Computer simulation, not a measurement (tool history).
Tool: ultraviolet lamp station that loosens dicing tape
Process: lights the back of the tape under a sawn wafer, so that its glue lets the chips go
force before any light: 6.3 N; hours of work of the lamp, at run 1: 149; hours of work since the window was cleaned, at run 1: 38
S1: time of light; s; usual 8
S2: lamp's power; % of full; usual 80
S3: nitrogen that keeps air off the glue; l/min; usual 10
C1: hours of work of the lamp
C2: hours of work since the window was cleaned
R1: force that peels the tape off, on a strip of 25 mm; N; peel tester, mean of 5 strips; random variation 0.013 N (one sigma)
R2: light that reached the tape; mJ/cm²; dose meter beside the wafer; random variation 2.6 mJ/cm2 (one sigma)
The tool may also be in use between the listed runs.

| run | hour | S1 | S2 | S3 | C1 | C2 | R1 | R2 |
|---|---|---|---|---|---|---|---|---|
| 1 | 0.0 | 8 | 80 | 10 | 149 | 38 | 0.683 | 291 |
| 2 | 10.7 | 8 | 80 | 10 | 155 | 44 | 0.698 | 287 |
| 3 | 21.7 | 8 | 80 | 10 | 161 | 50 | 0.692 | 284 |
| 4 | 37.5 | 8 | 80 | 10 | 170 | 59 | 0.706 | 287 |
| 5 | 46.5 | 8 | 80 | 10 | 175 | 65 | 0.694 | 284 |
| 6 | 63.9 | 8 | 80 | 10 | 185 | 75 | 0.691 | 282 |
| 7 | 72.7 | 8 | 80 | 10 | 190 | 80 | 0.713 | 285 |
| 8 | 80.4 | 8 | 80 | 10 | 195 | 84 | 0.749 | 281 |
| 9 | 88.1 | 8 | 80 | 10 | 199 | 88 | 0.713 | 276 |
| 10 | 101.7 | 8 | 80 | 3 | 207 | 96 | 1.444 | 274 |
| 11 | 110.2 | 8 | 80 | 10 | 212 | 101 | 0.763 | 272 |
| 12 | 128.2 | 14 | 80 | 10 | 222 | 111 | 0.267 | 479 |
| 13 | 143.0 | 8 | 80 | 10 | 230 | 120 | 0.737 | 269 |
| 14 | 155.9 | 8 | 99 | 10 | 238 | 127 | 0.515 | 331 |
| 15 | 167.1 | 8 | 99 | 10 | 244 | 134 | 0.518 | 329 |
| 16 | 181.4 | 8 | 99 | 10 | 252 | 142 | 0.518 | 329 |
| 17 | 190.0 | 8 | 98 | 10 | 257 | 147 | 0.553 | 322 |
| 18 | 203.0 | 8 | 98 | 10 | 265 | 154 | 0.555 | 323 |
| 19 | 219.1 | 8 | 63 | 5 | 274 | 163 | 1.672 | 204 |
| 20 | 229.2 | 10 | 89 | 5 | 280 | 169 | 0.669 | 361 |
| 21 | 242.5 | 11 | 80 | 6 | 287 | 177 | 0.634 | 349 |
| 22 | 260.2 | 14 | 78 | 6 | 297 | 187 | 0.440 | 438 |
| 23 | 274.7 | 9 | 75 | 7 | 306 | 195 | 0.939 | 274 |
| 24 | 290.6 | 12 | 75 | 7 | 315 | 204 | 0.566 | 355 |
| 25 | 298.2 | 13 | 83 | 5 | 319 | 208 | 0.501 | 422 |
| 26 | 306.7 | 4 | 81 | 7 | 324 | 213 | 2.496 | 127 |
| 27 | 319.1 | 4 | 81 | 7 | 331 | 220 | 2.549 | 120 |

Measured less the same run without the tool's hidden state. The same run-to-run variation is in both; the gauge's scatter may not be:
The hidden state here: lamp's light, % of a new lamp's; light that the window lets through, % of a clean one's; drift of the gauge itself on peel_n, %; drift of the gauge itself on dose_mj_cm2, %.
| run | R1 | R2 |
|---|---|---|
| 1 | +0.104 | -26 |
| 2 | +0.113 | -28 |
| 3 | +0.118 | -29 |
| 4 | +0.128 | -32 |
| 5 | +0.131 | -33 |
| 6 | +0.140 | -35 |
| 7 | +0.147 | -36 |
| 8 | +0.158 | -37 |
| 9 | +0.155 | -38 |
| 10 | +0.263 | -40 |
| 11 | +0.177 | -41 |
| 12 | +0.052 | -78 |
| 13 | +0.189 | -47 |
| 14 | +0.142 | -59 |
| 15 | +0.149 | -62 |
| 16 | +0.153 | -64 |
| 17 | +0.166 | -64 |
| 18 | +0.170 | -67 |
| 19 | +0.395 | -44 |
| 20 | +0.216 | -81 |
| 21 | +0.212 | -82 |
| 22 | +0.145 | -107 |
| 23 | +0.313 | -68 |
| 24 | +0.211 | -94 |
| 25 | +0.183 | -113 |
| 26 | +0.541 | -35 |
| 27 | +0.562 | -36 |
